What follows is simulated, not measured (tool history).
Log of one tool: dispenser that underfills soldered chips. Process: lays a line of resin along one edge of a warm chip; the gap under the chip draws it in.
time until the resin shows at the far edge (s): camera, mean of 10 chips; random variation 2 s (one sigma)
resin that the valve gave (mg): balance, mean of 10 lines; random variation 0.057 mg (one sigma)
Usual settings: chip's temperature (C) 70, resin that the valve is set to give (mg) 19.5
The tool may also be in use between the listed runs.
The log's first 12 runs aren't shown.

run,hour,chip's temperature (C),resin that the valve is set to give (mg),hours of work since the syringe was changed,hours of work since the valve was cleaned,hours of work since the stage was calibrated,time until the resin shows at the far edge (s),resin that the valve gave (mg)
# hour 153.8: new syringe of resin
13,158.2,70,21.8,3,45,338,239.2,21.35
# hour 165.1: new syringe of resin
14,173.8,70,21.8,6,55,349,303.6,21.14
# hour 177: new syringe of resin
# hour 181.8: dispensing valve cleaned and set on the balance
# hour 189.3: new syringe of resin
15,190.7,70,21.8,1,6,360,207,21.73
# hour 201.1: new syringe of resin
16,205.6,70,21.8,3,16,370,240.2,21.7
# hour 212.5: new syringe of resin
17,222.1,70,19.5,7,27,381,316.3,19.31
# hour 224.1: new syringe of resin
# hour 235.6: new syringe of resin
18,235.8,70,19.5,0,36,390,200.2,19.17
# hour 247.1: new syringe of resin
19,248.1,76,20.6,1,45,398,167,20.21
# hour 258.9: new syringe of resin
20,263.9,72,22.7,3,56,409,232.3,22.09
# hour 270: dispensing valve cleaned and set on the balance
# hour 271.6: new syringe of resin
21,276.3,72,22.7,3,4,417,230.6,22.66
# hour 282.5: new syringe of resin
22,284.1,69,21.6,1,9,422,207,21.44
# hour 294.2: new syringe of resin
23,295.5,83,17.3,1,17,430,136.8,17.22
# hour 305.7: new syringe of resin
24,310.9,83,18.2,4,28,440,168.2,17.98
# hour 317: new syringe of resin
25,319.4,65,24.5,2,33,446,247.8,24.12
26,326.7,67,19.4,7,38,451,355.5,19.1
# hour 328.5: new syringe of resin
27,335,63,20.4,5,44,456,343.6,20.02
# hour 339.9: new syringe of resin
# hour 351.2: new syringe of resin
28,351.2,68,18,0,55,467,209.2,17.51
# hour 358.8: dispensing valve cleaned and set on the balance
# hour 364.3: new syringe of resin
29,368.2,59,19.9,3,6,478,348.8,19.92
# hour 376.4: new syringe of resin
# hour 381: stage's temperature calibrated
30,382.3,79,19.5,3,15,1,188.3,19.34
# hour 388.3: new syringe of resin
31,393.7,79,19.7,4,23,9,198.1,19.62
# hour 400: new syringe of resin
32,403.5,79,19.7,2,30,15,176.9,19.49
# hour 411.3: new syringe of resin
33,414.4,63,20.7,2,37,23,294.6,20.48

Forecast each of these 4 alternatives for the next run:
# hour 422.4: new syringe of resin
A,422.8,56,23.8,0,43,28,?,?
# hour 422.4: new syringe of resin
B,422.8,63,20.1,0,43,28,?,?
# hour 422.4: new syringe of resin
C,422.8,58,21.6,0,43,28,?,?
# hour 422.4: new syringe of resin
D,422.8,69,24.5,0,43,28,?,?

run,time until the resin shows at the far edge (s),resin that the valve gave (mg)
A,328.8,23.44
B,257.7,19.7
C,308.9,21.34
D,205.5,24.2
Without the tool's hidden state the same runs would have given:
run,time until the resin shows at the far edge (s),resin that the valve gave (mg)
A,323.5,23.81
B,253.1,20.01
C,303.7,21.67
D,202.2,24.58

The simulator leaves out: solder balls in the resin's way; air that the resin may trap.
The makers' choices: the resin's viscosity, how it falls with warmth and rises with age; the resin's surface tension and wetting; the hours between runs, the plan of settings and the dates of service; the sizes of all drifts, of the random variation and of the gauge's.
